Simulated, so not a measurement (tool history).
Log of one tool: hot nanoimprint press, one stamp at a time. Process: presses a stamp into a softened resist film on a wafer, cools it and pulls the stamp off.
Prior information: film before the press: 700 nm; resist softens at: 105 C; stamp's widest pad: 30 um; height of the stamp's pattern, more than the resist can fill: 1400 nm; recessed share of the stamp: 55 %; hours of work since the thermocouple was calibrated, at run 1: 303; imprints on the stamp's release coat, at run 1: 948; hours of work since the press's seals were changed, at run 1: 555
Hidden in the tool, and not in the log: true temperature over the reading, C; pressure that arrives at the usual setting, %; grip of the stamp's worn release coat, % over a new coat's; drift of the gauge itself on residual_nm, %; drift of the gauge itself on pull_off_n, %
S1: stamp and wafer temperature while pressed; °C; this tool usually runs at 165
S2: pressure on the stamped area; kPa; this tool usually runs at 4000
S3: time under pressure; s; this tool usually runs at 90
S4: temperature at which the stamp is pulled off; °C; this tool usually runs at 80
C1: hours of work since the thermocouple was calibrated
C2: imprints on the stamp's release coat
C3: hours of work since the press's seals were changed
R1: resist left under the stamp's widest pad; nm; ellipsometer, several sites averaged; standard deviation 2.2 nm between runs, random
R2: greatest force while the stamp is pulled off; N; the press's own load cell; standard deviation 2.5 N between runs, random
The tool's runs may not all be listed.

run   hour   S1    S2   S3  S4   C1    C2   C3     R1   R2
  1    0.0  165  4000   90  80  303   948  555  360.8  120
  2   28.2  165  4000   90  80  319  1020  571  363.8  121
  3   56.8  162  4000   90  80  335  1093  588  426.3  125
      75.2  -- stamp cleaned and given a new release coat
  4   81.3  162  4000   90  80  345    16  598  425.0  116
  5   97.3  162  4000   90  80  354    57  607  425.6  118
  6  110.7  162  4000   90  80  362    91  615  430.0  117
  7  140.6  162  4000   90  80  379   168  632  427.7  114
  8  159.1  165  4000   90  80  389   215  642  364.7  115
  9  179.0  165  4000   90  80  401   266  653  362.2  120
 10  204.7  165  4000   90  80  415   332  668  363.4  121
 11  220.6  165  4000   90  80  424   373  677  362.1  120
     230.8  -- press's hydraulic seals changed and the load cell set to zero
 12  247.9  165  3930   90  80  435   422   10  363.9  115
 13  266.7  165  4000   90  80  446   471   20  361.2  115
     285.2  -- plate thermocouple calibrated
 14  288.8  165  4000   90  80    2   520   31  360.6  119
 15  318.1  165  4000   90  74   19   595   48  364.0  125
 16  339.4  165  4000   90  80   31   649   60  361.8  121
 17  354.9  165  4000  113  76   40   689   69  333.4  126
 18  374.9  160  4000  113  80   51   740   80  440.0  118
 19  394.8  174  4850   52  82   62   791   91  240.0  116
 20  409.6  163  4000   73  73   71   829  100  427.2  125
 21  421.8  157  4000   97  74   78   861  107  521.6  128
 22  446.8  165  4460   90  80   92   925  121  344.3  120
 23  473.9  165  5210   90  88  107   994  136  321.9  113
 24  495.7  161  5930   85  68  119  1050  149  396.3  127
     530.2  -- stamp cleaned and given a new release coat
 25  530.2  161  5930   85  68  136     0  165  393.3  129
 26  559.5  161  5930   85  68  152    75  181  397.1  133
 27  580.2  161  3830   85  68  164   128  193  460.4  130
 28  594.5  161  3830   85  68  172   165  201  463.6  124
 29  617.1  165  4000   90  77  185   223  214  357.5  118
 30  635.9  165  4000   90  77  196   271  225  362.4  120
 31  661.0  165  2800   69  80  210   336  239  451.1  123

What if the next run were any one of these 3? Each begins from the tool's condition after run 31:
  A  685.0  166  3510  69  74  223  397  253   ?   ?
  B  685.0  158  3870  90  80  223  397  253   ?   ?
  C  685.0  173  4000  52  80  223  397  253   ?   ?

run     R1   R2
  A  394.1  124
  B  516.3  118
  C  276.3  119
Without the tool's unlogged condition, the same runs would have read:
run     R1   R2
  A  393.1  123
  B  515.3  117
  C  275.5  118
